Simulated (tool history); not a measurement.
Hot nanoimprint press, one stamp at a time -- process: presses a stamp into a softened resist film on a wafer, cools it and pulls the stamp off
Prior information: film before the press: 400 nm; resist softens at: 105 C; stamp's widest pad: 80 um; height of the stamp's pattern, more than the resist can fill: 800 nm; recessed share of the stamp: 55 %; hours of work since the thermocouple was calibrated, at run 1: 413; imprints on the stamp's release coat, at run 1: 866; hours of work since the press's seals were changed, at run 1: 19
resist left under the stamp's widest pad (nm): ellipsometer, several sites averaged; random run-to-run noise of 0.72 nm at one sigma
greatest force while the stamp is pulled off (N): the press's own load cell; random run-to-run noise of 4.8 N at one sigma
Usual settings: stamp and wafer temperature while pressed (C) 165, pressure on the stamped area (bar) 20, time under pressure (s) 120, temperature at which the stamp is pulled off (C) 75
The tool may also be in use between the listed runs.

run	hour	stamp and wafer temperature while pressed (C)	pressure on the stamped area (bar)	time under pressure (s)	temperature at which the stamp is pulled off (C)	hours of work since the thermocouple was calibrated	imprints on the stamp's release coat	hours of work since the press's seals were changed	resist left under the stamp's widest pad (nm)	greatest force while the stamp is pulled off (N)
1	0	165	20	120	75	413	866	19	175.2	242
2	14.3	165	20	120	75	420	905	26	176.9	240
3	27.4	165	20	120	75	427	941	33	176.1	244
# hour 41.4: plate thermocouple calibrated
4	54.7	165	20	120	75	7	1007	45	177.2	241
5	72.6	165	20	120	75	15	1056	54	176.9	238
6	92.5	165	20	120	75	25	1110	64	176.8	237
7	106.4	172	20	120	75	32	1148	70	116.2	241
8	126.1	172	20	120	75	42	1202	80	118.1	242
9	152.4	172	20	120	75	55	1274	93	117.2	241
10	169.5	165	20	82	75	64	1321	102	205.6	237
11	191.6	165	20	82	67	74	1381	113	203.7	296
12	216.6	165	20	82	67	87	1449	125	204.1	277
13	231.8	165	20	82	67	94	1491	133	203.9	277
14	259.7	165	20	120	75	108	1567	146	176.9	238
15	275.1	165	20	120	75	116	1609	154	176.8	249
16	299.9	155	25	107	75	128	1677	166	284	241
17	322	175	18.4	130	62	139	1737	177	98.3	334
18	345.7	175	18.4	130	62	151	1802	189	98.7	320
19	363.8	175	18.4	130	62	160	1851	198	97	317
20	388.4	175	18.4	130	62	172	1918	210	98.2	329

Estimate the outcome of run 21 from the log above:
21	402	175	18.4	130	62	179	1956	217	?	?

Run 21 measured resist left under the stamp's widest pad (nm) 99.5, greatest force while the stamp is pulled off (N) 322.
Take away the tool's hidden state, keep the run-to-run variation as it was, and the same run would have given resist left under the stamp's widest pad (nm) 99.6, greatest force while the stamp is pulled off (N) 316.
